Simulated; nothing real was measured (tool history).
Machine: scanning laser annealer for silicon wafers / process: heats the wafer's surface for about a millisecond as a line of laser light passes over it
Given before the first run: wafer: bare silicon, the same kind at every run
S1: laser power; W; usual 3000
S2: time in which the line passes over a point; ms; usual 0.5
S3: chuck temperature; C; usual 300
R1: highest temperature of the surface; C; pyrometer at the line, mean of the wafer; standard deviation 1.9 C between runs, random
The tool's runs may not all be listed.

run,hour,S1,S2,S3,R1
1,0,3000,0.5,300,1108
2,8,3000,0.5,300,1107
3,21.9,3000,0.5,300,1108
4,33.8,3000,0.5,300,1108
5,40.9,3000,0.5,300,1109
6,47.9,3000,0.5,300,1107
7,56.7,3000,0.5,300,1105
8,65.2,2968,0.5,300,1096
9,82,3000,0.5,300,1108
10,95.2,3000,0.5,300,1109
11,108.6,3000,0.5,300,1107
12,121.6,3000,0.5,300,1109
13,130,3000,0.5,300,1109
14,139.8,3000,0.5,319,1127
15,157.2,3000,0.5,319,1127
16,170.1,3000,0.5,322,1127
17,181.3,3000,0.5,300,1107
18,198.3,3000,0.5,300,1112
19,210.8,3000,0.5,300,1111
20,221.1,2884,0.5,300,1076
21,233.8,2884,0.5,300,1076
22,248.6,2884,0.5,300,1074
23,264.1,2884,0.5,300,1075
24,272.8,2884,0.5,300,1073
25,283.2,2745,0.435,281,973
26,291.4,2623,0.5,309,1008
27,302.2,2623,0.504,293,992
28,315.1,3277,0.544,333,1257
29,329.9,3277,0.544,333,1259
30,344.9,2676,0.544,333,1073
31,359.7,3000,0.5,325,1133
32,375.6,3000,0.5,325,1132
33,392.2,3000,0.5,325,1134
34,407.7,3000,0.466,274,1058
35,414.7,3000,0.466,274,1059
36,425,3000,0.551,295,1136
37,438.4,2982,0.598,305,1172
38,446,2982,0.598,305,1171
39,458.6,2672,0.598,305,1072
40,473.4,2672,0.598,305,1073
41,480.8,2902,0.598,263,1105

Taken out of this log: 1 entry between the listed runs. Where each belongs, and how the hidden state differs across it:
From run 38 to run 39: window over the wafer cleaned (hour 450.9)
  light that passes the window, % of a clean one's: 99.94 -> 100
